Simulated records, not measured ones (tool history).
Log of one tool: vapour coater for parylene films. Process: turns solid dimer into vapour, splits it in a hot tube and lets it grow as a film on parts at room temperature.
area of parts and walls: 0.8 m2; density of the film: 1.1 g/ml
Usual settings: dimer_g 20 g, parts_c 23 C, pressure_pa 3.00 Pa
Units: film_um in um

run	hour	dimer_g	parts_c	pressure_pa	film_um
1	0.0	20	23	3.00	16.94
2	20.2	20	23	7.40	15.15
3	42.6	12	23	7.40	9.05
4	55.3	12	23	7.40	9.05
5	73.3	20	23	3.00	17.06
6	90.4	20	23	3.00	17.02
7	119.6	20	23	3.00	17.09
# hour 128.9: trap's valve overhauled
8	137.3	20	23	3.00	17.17
9	168.0	20	23	3.00	17.18
10	198.0	20	23	8.40	14.95
11	214.7	20	23	8.40	14.91
12	237.4	32	23	8.40	24.07
13	253.9	32	23	8.40	24.02
14	269.1	9	23	3.00	7.81
15	293.4	9	23	3.00	7.80
16	313.8	9	23	3.00	7.73
17	334.7	9	23	3.00	7.78
18	350.4	9	23	3.00	7.81
19	366.0	9	23	3.00	7.80
20	390.9	20	23	3.00	17.33
# hour 413.6: gauge calibrated
# hour 420.1: trap's valve overhauled
21	421.1	20	23	3.00	17.02
22	452.6	20	23	3.00	16.98
23	482.1	20	23	3.00	17.00
24	507.8	20	23	3.00	17.05
25	528.7	20	23	3.00	17.04
26	556.2	15	26	3.07	10.99
27	578.8	8	26	3.00	5.88
28	593.9	8	26	2.69	5.97
29	623.5	31	23	3.74	25.91
30	643.3	18	32	3.00	9.85
31	672.9	18	32	3.00	9.88
32	693.8	18	20	3.07	18.04
# hour 710.3: trap's valve overhauled
33	726.5	20	23	4.69	16.28
34	745.5	20	23	4.69	16.26
35	759.0	20	23	4.69	16.37
36	788.7	34	19	4.69	33.88
37	806.8	30	18	5.06	30.98
38	827.4	30	15	2.14	34.27
39	844.5	30	16	9.63	31.47
40	873.1	20	21	6.02	17.62
41	901.8	9	21	2.31	8.96
42	918.6	9	21	2.31	8.98
43	944.2	15	18	3.80	16.42
44	973.9	15	18	3.80	16.39
45	987.7	20	31	3.00	11.75
# hour 999.9: trap's valve overhauled
46	1005.6	29	23	5.37	23.68
47	1036.5	8	19	3.00	8.56

4 ways to go on from here, each from the tool as it stands after run 47. What would each give?
A	1054.1	29	18	3.00	?
B	1054.1	20	18	3.00	?
C	1054.1	29	19	3.00	?
D	1054.1	26	23	5.81	?

run	film_um
A	32.66
B	22.67
C	31.31
D	21.11
Without the tool's hidden state the same runs would have given:
run	film_um
A	31.46
B	21.84
C	30.16
D	20.33
